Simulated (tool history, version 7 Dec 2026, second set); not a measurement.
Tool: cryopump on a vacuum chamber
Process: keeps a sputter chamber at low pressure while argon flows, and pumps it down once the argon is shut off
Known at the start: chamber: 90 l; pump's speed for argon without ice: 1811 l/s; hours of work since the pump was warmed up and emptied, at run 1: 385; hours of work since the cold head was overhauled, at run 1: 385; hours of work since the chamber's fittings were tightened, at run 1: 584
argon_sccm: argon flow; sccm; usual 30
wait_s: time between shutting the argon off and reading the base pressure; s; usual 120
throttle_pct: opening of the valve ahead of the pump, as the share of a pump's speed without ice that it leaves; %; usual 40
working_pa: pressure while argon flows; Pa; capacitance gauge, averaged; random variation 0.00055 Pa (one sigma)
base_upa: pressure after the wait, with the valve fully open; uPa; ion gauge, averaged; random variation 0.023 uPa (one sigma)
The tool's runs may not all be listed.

| run | hour | argon_sccm | wait_s | throttle_pct | hours of work since the pump was warmed up and emptied | hours of work since the cold head was overhauled | hours of work since the chamber's fittings were tightened | working_pa | base_upa |
|---|---|---|---|---|---|---|---|---|---|
| 1 | 0 | 30 | 120 | 40 | 385 | 385 | 584 | 0.0727 | 1.18 |
| 2 | 15 | 30 | 120 | 40 | 394 | 394 | 592 | 0.0744 | 1.16 |
| 3 | 34.4 | 30 | 120 | 40 | 405 | 405 | 603 | 0.074 | 1.24 |
| 4 | 48.9 | 30 | 120 | 40 | 413 | 413 | 612 | 0.0729 | 1.27 |
| 5 | 73.3 | 30 | 120 | 40 | 427 | 427 | 625 | 0.0739 | 1.26 |
| 6 | 96.8 | 30 | 120 | 40 | 440 | 440 | 639 | 0.0739 | 1.3 |
| 7 | 120.6 | 30 | 120 | 40 | 454 | 454 | 652 | 0.0743 | 1.24 |
| 8 | 143.7 | 30 | 71 | 40 | 467 | 467 | 665 | 0.0749 | 1.72 |
| 9 | 154.5 | 30 | 71 | 40 | 473 | 473 | 671 | 0.0751 | 1.66 |
| 10 | 175.9 | 30 | 36 | 40 | 485 | 485 | 683 | 0.0749 | 2.6 |
| 11 | 189.4 | 30 | 36 | 40 | 492 | 492 | 691 | 0.0748 | 2.68 |
| 12 | 204.7 | 20 | 71 | 32 | 501 | 501 | 700 | 0.0609 | 1.71 |
|  | 226.5 | pump warmed up, emptied and cooled again |
| 13 | 235.7 | 20 | 71 | 32 | 5 | 516 | 714 | 0.0584 | 1.62 |
| 14 | 255.5 | 46 | 44 | 40 | 16 | 527 | 725 | 0.1074 | 2.26 |
| 15 | 279.6 | 46 | 44 | 40 | 30 | 540 | 739 | 0.107 | 2.3 |
| 16 | 304.2 | 30 | 118 | 16 | 44 | 554 | 753 | 0.1769 | 1.29 |
| 17 | 323.9 | 21 | 81 | 16 | 55 | 566 | 764 | 0.1243 | 1.59 |
| 18 | 341.3 | 21 | 81 | 16 | 65 | 575 | 774 | 0.1225 | 1.62 |

The same runs without the tool's hidden state, with the same run-to-run variation:
The hidden state here: pump's speed, % of a pump's without ice; cold plate's temperature, K; leak into the chamber, uPa l/s; drift of the gauge itself on working_pa, %; drift of the gauge itself on base_upa, %.
| run | working_pa | base_upa |
|---|---|---|
| 1 | 0.0693 | 0.73 |
| 2 | 0.0708 | 0.7 |
| 3 | 0.0703 | 0.76 |
| 4 | 0.0692 | 0.78 |
| 5 | 0.07 | 0.77 |
| 6 | 0.0699 | 0.79 |
| 7 | 0.0701 | 0.73 |
| 8 | 0.0706 | 1.18 |
| 9 | 0.0707 | 1.13 |
| 10 | 0.0704 | 2.07 |
| 11 | 0.0702 | 2.13 |
| 12 | 0.0578 | 1.16 |
| 13 | 0.0582 | 1.15 |
| 14 | 0.1068 | 1.79 |
| 15 | 0.1063 | 1.81 |
| 16 | 0.1763 | 0.78 |
| 17 | 0.1238 | 1.07 |
| 18 | 0.122 | 1.09 |
